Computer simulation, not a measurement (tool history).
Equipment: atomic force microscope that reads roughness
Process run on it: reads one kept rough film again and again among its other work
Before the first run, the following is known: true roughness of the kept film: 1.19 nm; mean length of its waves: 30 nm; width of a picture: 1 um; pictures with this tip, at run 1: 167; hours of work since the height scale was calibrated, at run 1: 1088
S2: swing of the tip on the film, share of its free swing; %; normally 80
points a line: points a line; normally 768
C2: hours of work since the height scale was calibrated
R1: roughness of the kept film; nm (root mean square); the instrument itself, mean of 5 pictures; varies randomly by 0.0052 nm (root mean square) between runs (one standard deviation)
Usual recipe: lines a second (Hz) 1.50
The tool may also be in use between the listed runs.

{"run": 1, "hour": 0.0, "lines a second (Hz)": 1.5, "S2": 80, "points a line": 768, "pictures with this tip": 167, "C2": 1088, "R1": 1.028}
{"run": 2, "hour": 35.3, "lines a second (Hz)": 1.5, "S2": 80, "points a line": 768, "pictures with this tip": 214, "C2": 1107, "R1": 1.028}
{"hour": 49.5, "done": "new tip fitted"}
{"run": 3, "hour": 82.4, "lines a second (Hz)": 1.5, "S2": 80, "points a line": 768, "pictures with this tip": 44, "C2": 1133, "R1": 1.07}
{"run": 4, "hour": 140.3, "lines a second (Hz)": 1.5, "S2": 80, "points a line": 768, "pictures with this tip": 121, "C2": 1166, "R1": 1.044}
{"run": 5, "hour": 190.4, "lines a second (Hz)": 1.5, "S2": 72, "points a line": 768, "pictures with this tip": 188, "C2": 1194, "R1": 1.058}
{"hour": 223.9, "done": "new tip fitted"}
{"run": 6, "hour": 241.3, "lines a second (Hz)": 1.5, "S2": 72, "points a line": 768, "pictures with this tip": 24, "C2": 1222, "R1": 1.093}
{"run": 7, "hour": 301.0, "lines a second (Hz)": 1.5, "S2": 81, "points a line": 768, "pictures with this tip": 103, "C2": 1255, "R1": 1.058}
{"run": 8, "hour": 360.3, "lines a second (Hz)": 1.5, "S2": 80, "points a line": 827, "pictures with this tip": 183, "C2": 1289, "R1": 1.04}
{"run": 9, "hour": 389.1, "lines a second (Hz)": 1.5, "S2": 80, "points a line": 768, "pictures with this tip": 221, "C2": 1305, "R1": 1.029}
{"hour": 399.6, "done": "new tip fitted"}
{"run": 10, "hour": 446.5, "lines a second (Hz)": 1.25, "S2": 80, "points a line": 768, "pictures with this tip": 63, "C2": 1337, "R1": 1.073}
{"run": 11, "hour": 482.2, "lines a second (Hz)": 1.25, "S2": 80, "points a line": 768, "pictures with this tip": 110, "C2": 1357, "R1": 1.059}
{"run": 12, "hour": 529.9, "lines a second (Hz)": 1.5, "S2": 69, "points a line": 961, "pictures with this tip": 174, "C2": 1383, "R1": 1.072}
{"run": 13, "hour": 569.9, "lines a second (Hz)": 1.5, "S2": 69, "points a line": 961, "pictures with this tip": 228, "C2": 1406, "R1": 1.067}
{"hour": 576.8, "done": "new tip fitted"}
{"run": 14, "hour": 606.1, "lines a second (Hz)": 1.5, "S2": 80, "points a line": 577, "pictures with this tip": 39, "C2": 1426, "R1": 1.059}
{"run": 15, "hour": 654.0, "lines a second (Hz)": 0.94, "S2": 84, "points a line": 969, "pictures with this tip": 103, "C2": 1452, "R1": 1.067}
{"run": 16, "hour": 690.7, "lines a second (Hz)": 2.01, "S2": 57, "points a line": 575, "pictures with this tip": 153, "C2": 1473, "R1": 1.092}
{"run": 17, "hour": 718.3, "lines a second (Hz)": 3.81, "S2": 88, "points a line": 768, "pictures with this tip": 190, "C2": 1488, "R1": 0.856}
{"hour": 753.7, "done": "new tip fitted"}
{"run": 18, "hour": 764.6, "lines a second (Hz)": 2.35, "S2": 71, "points a line": 768, "pictures with this tip": 15, "C2": 1514, "R1": 1.075}
{"run": 19, "hour": 825.4, "lines a second (Hz)": 2.35, "S2": 71, "points a line": 768, "pictures with this tip": 96, "C2": 1548, "R1": 1.063}
{"run": 20, "hour": 862.6, "lines a second (Hz)": 1.5, "S2": 68, "points a line": 300, "pictures with this tip": 146, "C2": 1569, "R1": 1.077}

What will run 21 give?
{"run": 21, "hour": 889.2, "lines a second (Hz)": 1.5, "S2": 68, "points a line": 300, "pictures with this tip": 182, "C2": 1584, "R1": "?"}

{"run 21": {"R1": 1.068}}
Had the tool carried no hidden state, the very same run would have given R1 1.098 nm (root mean square).
